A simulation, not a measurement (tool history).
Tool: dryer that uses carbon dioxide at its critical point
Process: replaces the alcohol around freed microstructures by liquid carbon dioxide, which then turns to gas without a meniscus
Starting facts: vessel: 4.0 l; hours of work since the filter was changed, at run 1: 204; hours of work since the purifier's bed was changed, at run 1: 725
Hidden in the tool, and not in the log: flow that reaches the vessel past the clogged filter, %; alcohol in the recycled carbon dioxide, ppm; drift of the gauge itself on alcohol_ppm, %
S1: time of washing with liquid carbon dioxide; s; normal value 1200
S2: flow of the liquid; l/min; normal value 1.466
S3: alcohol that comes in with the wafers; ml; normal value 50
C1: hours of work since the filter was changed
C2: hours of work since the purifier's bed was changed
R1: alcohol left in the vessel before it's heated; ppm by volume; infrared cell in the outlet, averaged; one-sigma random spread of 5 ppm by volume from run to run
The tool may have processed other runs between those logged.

Run 1, day 0.000: usual settings; C1 204; C2 725. Result: R1 131 ppm by volume.
Run 2, day 1.958: usual settings; C1 238; C2 759. Result: R1 131 ppm by volume.
Run 3, day 4.029: usual settings; C1 274; C2 795. Result: R1 146 ppm by volume.
Run 4, day 5.288: usual settings; C1 296; C2 817. Result: R1 150 ppm by volume.
At day 6.388: inlet filter changed.
Run 5, day 7.292: usual settings but S2 1.280 l/min; C1 16; C2 851. Result: R1 148 ppm by volume.
Run 6, day 9.425: usual settings but S1 780 s; C1 53; C2 889. Result: R1 276 ppm by volume.
Run 7, day 11.388: usual settings but S1 780 s; C1 87; C2 923. Result: R1 284 ppm by volume.
Run 8, day 13.454: usual settings but S1 780 s, S2 1.850 l/min; C1 123; C2 959. Result: R1 180 ppm by volume.
Run 9, day 15.042: usual settings but S2 1.810 l/min; C1 151; C2 987. Result: R1 157 ppm by volume.
Run 10, day 16.700: usual settings but S2 1.810 l/min; C1 180; C2 1015. Result: R1 160 ppm by volume.
Run 11, day 17.725: usual settings; C1 198; C2 1033. Result: R1 187 ppm by volume.
Run 12, day 18.879: usual settings; C1 218; C2 1053. Result: R1 181 ppm by volume.
Run 13, day 20.771: usual settings but S1 780 s; C1 251; C2 1086. Result: R1 382 ppm by volume.
Run 14, day 22.583: usual settings but S1 780 s; C1 282; C2 1118. Result: R1 405 ppm by volume.
At day 24.375: inlet filter changed.
Run 15, day 24.771: usual settings but S2 1.840 l/min; C1 7; C2 1155. Result: R1 174 ppm by volume.
At day 26.138: purifier's bed changed.
Run 16, day 26.325: usual settings but S2 1.840 l/min; C1 32; C2 3. Result: R1 3 ppm by volume.
Run 17, day 27.488: usual settings but S1 900 s; C1 52; C2 24. Result: R1 74 ppm by volume.
Run 18, day 29.242: usual settings but S1 900 s; C1 83; C2 54. Result: R1 92 ppm by volume.
Run 19, day 31.358: usual settings but S1 900 s; C1 120; C2 91. Result: R1 97 ppm by volume.
Run 20, day 32.404: usual settings but S1 1380 s; C1 138; C2 109. Result: R1 25 ppm by volume.
Run 21, day 34.154: usual settings but S1 1380 s; C1 168; C2 140. Result: R1 32 ppm by volume.
Run 22, day 36.304: usual settings but S1 1380 s; C1 206; C2 177. Result: R1 33 ppm by volume.
Run 23, day 38.350: usual settings but S1 1380 s; C1 241; C2 213. Result: R1 50 ppm by volume.
Run 24, day 39.246: usual settings but S2 2.480 l/min, S3 82 ml; C1 257; C2 228. Result: R1 39 ppm by volume.
Run 25, day 41.071: usual settings but S2 2.480 l/min, S3 82 ml; C1 289; C2 260. Result: R1 51 ppm by volume.
At day 42.483: inlet filter changed.
Run 26, day 43.129: usual settings but S2 2.480 l/min, S3 82 ml; C1 11; C2 295. Result: R1 56 ppm by volume.
Run 27, day 44.767: usual settings but S1 960 s, S2 0.990 l/min; C1 40; C2 324. Result: R1 381 ppm by volume.
Run 28, day 45.812: usual settings but S1 960 s, S2 0.990 l/min; C1 58; C2 342. Result: R1 380 ppm by volume.
Run 29, day 47.279: usual settings but S1 1440 s, S2 0.920 l/min; C1 84; C2 368. Result: R1 155 ppm by volume.
Run 30, day 49.067: usual settings but S2 1.170 l/min, S3 22 ml; C1 115; C2 399. Result: R1 94 ppm by volume.
Run 31, day 50.258: usual settings but S2 2.310 l/min, S3 22 ml; C1 136; C2 420. Result: R1 64 ppm by volume.
Run 32, day 52.162: usual settings but S2 2.310 l/min, S3 22 ml; C1 169; C2 453. Result: R1 71 ppm by volume.
Run 33, day 53.350: usual settings but S1 960 s, S2 1.780 l/min, S3 25 ml; C1 189; C2 474. Result: R1 85 ppm by volume.
Run 34, day 54.417: usual settings but S1 960 s, S2 1.920 l/min, S3 25 ml; C1 208; C2 492. Result: R1 88 ppm by volume.
Run 35, day 55.688: usual settings but S1 1080 s, S2 1.150 l/min, S3 25 ml; C1 230; C2 514. Result: R1 166 ppm by volume.
Run 36, day 56.708: usual settings but S1 960 s, S2 2.380 l/min, S3 109 ml; C1 248; C2 532. Result: R1 87 ppm by volume.
Run 37, day 58.583: usual settings but S1 960 s, S2 2.380 l/min, S3 109 ml; C1 281; C2 565. Result: R1 91 ppm by volume.
Run 38, day 59.775: usual settings but S1 1680 s, S2 1.850 l/min, S3 37 ml; C1 301; C2 586. Result: R1 89 ppm by volume.
At day 60.521: inlet filter changed.
Run 39, day 60.971: usual settings but S1 1560 s, S2 2.470 l/min, S3 30 ml; C1 8; C2 606. Result: R1 89 ppm by volume.
Run 40, day 62.767: usual settings but S1 1560 s, S2 1.480 l/min, S3 43 ml; C1 39; C2 637. Result: R1 93 ppm by volume.
Run 41, day 64.746: usual settings but S1 1140 s, S2 1.480 l/min, S3 23 ml; C1 74; C2 671. Result: R1 113 ppm by volume.
Run 42, day 66.462: usual settings but S1 1020 s, S2 1.480 l/min, S3 62 ml; C1 104; C2 701. Result: R1 140 ppm by volume.
Run 43, day 67.712: usual settings but S1 1380 s, S2 2.120 l/min, S3 41 ml; C1 125; C2 723. Result: R1 103 ppm by volume.
Run 44, day 69.733: usual settings but S1 1380 s, S2 2.120 l/min, S3 41 ml; C1 161; C2 758. Result: R1 115 ppm by volume.
Run 45, day 71.608: usual settings but S2 2.120 l/min, S3 41 ml; C1 193; C2 791. Result: R1 112 ppm by volume.
Run 46, day 72.554: usual settings but S1 780 s, S2 1.630 l/min, S3 35 ml; C1 210; C2 808. Result: R1 207 ppm by volume.

The logged runs with the hidden state left out (each run's random variation unchanged):
run   R1
  1   17
  2    9
  3   14
  4   16
  5   22
  6  132
  7  121
  8   27
  9   12
 10   12
 11   26
 12   19
 13  126
 14  126
 15    8
 16    1
 17   59
 18   67
 19   58
 20    4
 21    7
 22    2
 23   12
 24    5
 25   11
 26   11
 27  304
 28  291
 29   81
 30   27
 31    3
 32    5
 33   12
 34   13
 35   55
 36    6
 37    4
 38    7
 39    4
 40    2
 41   14
 42   31
 43    0
 44    5
 45    0
 46   57
